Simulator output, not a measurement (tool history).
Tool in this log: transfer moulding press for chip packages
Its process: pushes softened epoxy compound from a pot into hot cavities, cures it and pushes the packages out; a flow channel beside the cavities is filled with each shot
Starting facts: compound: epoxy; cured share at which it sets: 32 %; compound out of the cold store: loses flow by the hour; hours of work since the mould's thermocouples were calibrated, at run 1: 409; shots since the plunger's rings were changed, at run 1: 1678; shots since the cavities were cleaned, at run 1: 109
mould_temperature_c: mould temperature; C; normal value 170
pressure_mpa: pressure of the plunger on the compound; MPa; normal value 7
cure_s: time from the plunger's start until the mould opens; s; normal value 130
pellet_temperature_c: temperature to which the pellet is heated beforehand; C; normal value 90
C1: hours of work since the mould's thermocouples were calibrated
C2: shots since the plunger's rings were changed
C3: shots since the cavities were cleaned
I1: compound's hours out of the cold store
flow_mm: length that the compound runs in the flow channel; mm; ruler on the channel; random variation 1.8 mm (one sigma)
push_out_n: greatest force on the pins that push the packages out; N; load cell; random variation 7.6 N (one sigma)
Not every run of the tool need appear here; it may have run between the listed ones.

Run 1, day 0: usual settings; C1 409; C2 1678; C3 109; I1 26.7. Result: flow_mm 675 mm, push_out_n 321 N.
Run 2, day 1.312: usual settings; C1 426; C2 1909; C3 340; I1 11.7. Result: flow_mm 753 mm, push_out_n 343 N.
Run 3, day 2.012: usual settings; C1 435; C2 2033; C3 464; I1 18.4. Result: flow_mm 718 mm, push_out_n 330 N.
Run 4, day 2.942: usual settings; C1 447; C2 2196; C3 627; I1 16.2. Result: flow_mm 727 mm, push_out_n 335 N.
Run 5, day 4.004: usual settings but pressure_mpa 8.38 MPa; C1 460; C2 2383; C3 814; I1 42.7. Result: flow_mm 659 mm, push_out_n 328 N.
Run 6, day 4.683: usual settings but pressure_mpa 8.67 MPa; C1 469; C2 2503; C3 934; I1 10.4. Result: flow_mm 848 mm, push_out_n 343 N.
At day 5.829: cavities cleaned with cleaning compound and waxed.
Run 7, day 5.829: usual settings; C1 482; C2 2694; C3 0; I1 37. Result: flow_mm 632 mm, push_out_n 326 N.
Run 8, day 6.867: usual settings; C1 496; C2 2876; C3 182; I1 35.9. Result: flow_mm 635 mm, push_out_n 333 N.
Run 9, day 7.621: usual settings; C1 505; C2 3009; C3 315; I1 30.7. Result: flow_mm 659 mm, push_out_n 336 N.
Run 10, day 8.721: usual settings; C1 519; C2 3203; C3 509; I1 25.7. Result: flow_mm 679 mm, push_out_n 332 N.
Run 11, day 10: usual settings; C1 535; C2 3428; C3 734; I1 32. Result: flow_mm 652 mm, push_out_n 320 N.
Run 12, day 10.596: usual settings but cure_s 127 s; C1 543; C2 3533; C3 839; I1 39.8. Result: flow_mm 618 mm, push_out_n 328 N.
Run 13, day 11.383: usual settings but mould_temperature_c 173 C; C1 553; C2 3672; C3 978; I1 42.1. Result: flow_mm 600 mm, push_out_n 292 N.

The next listed run, before its measurement:
At day 12.288: cavities cleaned with cleaning compound and waxed.
Run 14, day 12.804: usual settings but mould_temperature_c 163 C, pressure_mpa 6.06 MPa, cure_s 136 s, pellet_temperature_c 97 C; C1 570; C2 3911; C3 91; I1 30.1. Result: flow_mm ?, push_out_n ?.

{"run 14": {"flow_mm": 636, "push_out_n": 471}}
On a tool with no hidden condition, and with the same random variation, this run would have come out at flow_mm 636 mm, push_out_n 471 N.
